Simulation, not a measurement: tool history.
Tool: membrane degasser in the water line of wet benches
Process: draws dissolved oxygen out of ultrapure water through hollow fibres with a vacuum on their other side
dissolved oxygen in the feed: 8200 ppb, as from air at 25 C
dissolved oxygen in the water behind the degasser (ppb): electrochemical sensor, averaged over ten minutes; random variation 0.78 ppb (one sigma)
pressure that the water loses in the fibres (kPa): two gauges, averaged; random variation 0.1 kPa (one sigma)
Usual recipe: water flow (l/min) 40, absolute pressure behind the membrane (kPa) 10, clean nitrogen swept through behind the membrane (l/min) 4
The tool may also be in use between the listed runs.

run	hour	water flow (l/min)	absolute pressure behind the membrane (kPa)	clean nitrogen swept through behind the membrane (l/min)	dissolved oxygen in the water behind the degasser (ppb)	pressure that the water loses in the fibres (kPa)
1	0	40	10	4	188.9	26.91
2	82.6	40	10	4	189.4	26.98
# hour 180.4: vacuum gauge calibrated
3	190.1	40	10	2.3	301.3	27.06
4	286.4	49	10	4	247.5	33.15
5	432.2	49	10	4	248.6	33.02
6	571.5	49	10	4	247.7	32.96
7	646.7	40	10	4	192.6	27.07
# hour 706.2: vacuum gauge calibrated, once more
8	710.2	40	8.1	4	139.2	27.12
9	861.7	40	8.1	4	138.3	27.24
10	972.2	46	10	4	217.8	31.27
11	1084.2	40	10	4	181.8	27.31
12	1218.1	40	10.7	4	200.4	27.27
13	1360.7	40	24.2	4	497.7	27.04
14	1513.6	40	24.2	4	495	27.35
15	1620.9	40	11.6	4	221.1	27.07
16	1709.5	40	11.6	4	219.5	27.21
17	1786.3	37	9.6	4	158.9	24.97
18	1937.1	37	9.3	2.58	217.9	25.08
19	2000.8	36	21.9	2.76	554	24.51
20	2086.2	36	7.3	6.22	76.8	24.28
21	2174.2	40	6.9	4	114.2	27.15
22	2284.8	43	11.2	4	232.7	29.31
23	2373.6	39	12.7	4	241.6	26.43
24	2510.3	28	23.4	1.95	631	19.25
25	2583.8	28	23.4	1.95	632.4	19.16
# hour 2634.1: seals of the vacuum lines changed
26	2725.3	48	9.6	2.7	295.8	32.68
27	2829.3	63	9.2	4	308.5	43.03
28	2962.1	63	9.2	4	307.1	43.05
29	3039.8	42	13.7	1.79	548.7	28.67
30	3108.6	42	13.7	1.79	545.8	28.74
31	3177.5	42	13.7	1.79	542.6	28.57

Forecast each of these 5 alternatives for the next run:
A	3249.1	46	13.7	8.24	?	?
B	3249.1	32	10	6.09	?	?
C	3249.1	29	15.3	1.68	?	?
D	3249.1	39	11.4	8.74	?	?
E	3249.1	42	8.5	10.67	?	?

run	dissolved oxygen in the water behind the degasser (ppb)	pressure that the water loses in the fibres (kPa)
A	182.7	31.34
B	100.2	21.94
C	464.9	19.79
D	114.8	26.84
E	82.9	28.78
With the hidden condition removed and each run's random variation left untouched, the same runs would have given:
run	dissolved oxygen in the water behind the degasser (ppb)	pressure that the water loses in the fibres (kPa)
A	175.2	30.47
B	96.5	21.33
C	458.6	19.24
D	109.6	26.1
E	77	27.99
